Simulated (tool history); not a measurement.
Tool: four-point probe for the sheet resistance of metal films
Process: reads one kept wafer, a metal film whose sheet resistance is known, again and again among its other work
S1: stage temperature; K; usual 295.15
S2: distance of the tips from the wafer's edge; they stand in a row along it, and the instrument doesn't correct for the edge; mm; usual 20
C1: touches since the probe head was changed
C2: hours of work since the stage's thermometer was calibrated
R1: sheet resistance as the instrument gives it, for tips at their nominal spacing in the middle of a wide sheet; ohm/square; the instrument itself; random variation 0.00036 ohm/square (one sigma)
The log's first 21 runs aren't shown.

run,hour,S1,S2,C1,C2,R1
22,622.4,295.15,4,9872,413,1.806823
23,663.5,295.15,28,10477,430,1.792029
24,692.9,300.15,4,10910,442,1.800805
25,725,301.15,49,11383,455,1.784905
26,755.4,294.15,10,11831,467,1.795103
27,787.7,294.15,10,12305,480,1.795235
28,808.1,304.15,15,12606,488,1.781583
29,842.6,304.15,25,13114,502,1.781814
30,866.3,304.15,25,13462,512,1.781968
31,899.6,304.15,25,13952,525,1.781765
32,930.8,293.15,19,14411,538,1.795467
33,969.9,304.15,24,14986,553,1.782569
34,1006.9,296.15,22,15531,568,1.791625
35,1034.4,297.15,5,15936,579,1.79931
36,1064.4,296.15,15,16378,592,1.791664
37,1103.2,305.15,20,16948,607,1.781651
38,1139.8,307.15,24,17487,622,1.779679
39,1157.9,298.15,29,17754,629,1.788924
40,1193.6,304.15,27,18279,644,1.782315
41,1211.6,306.15,10,18544,651,1.782288
42,1246.7,306.15,53,19060,665,1.779564
43,1276.4,297.15,12,19497,677,1.791395
44,1294.2,293.15,9,19759,684,1.798346

Forecast each of these 5 alternatives for the next run:
A,1331.8,293.15,39,20313,699,?
B,1331.8,305.15,9,20313,699,?
C,1331.8,295.15,4,20313,699,?
D,1331.8,299.15,7,20313,699,?
E,1331.8,302.15,3,20313,699,?

run,R1
A,1.794941
B,1.784559
C,1.807639
D,1.792824
E,1.810228
Without the tool's hidden state the same runs would have given:
run,R1
A,1.793632
B,1.783229
C,1.806317
D,1.791502
E,1.808888
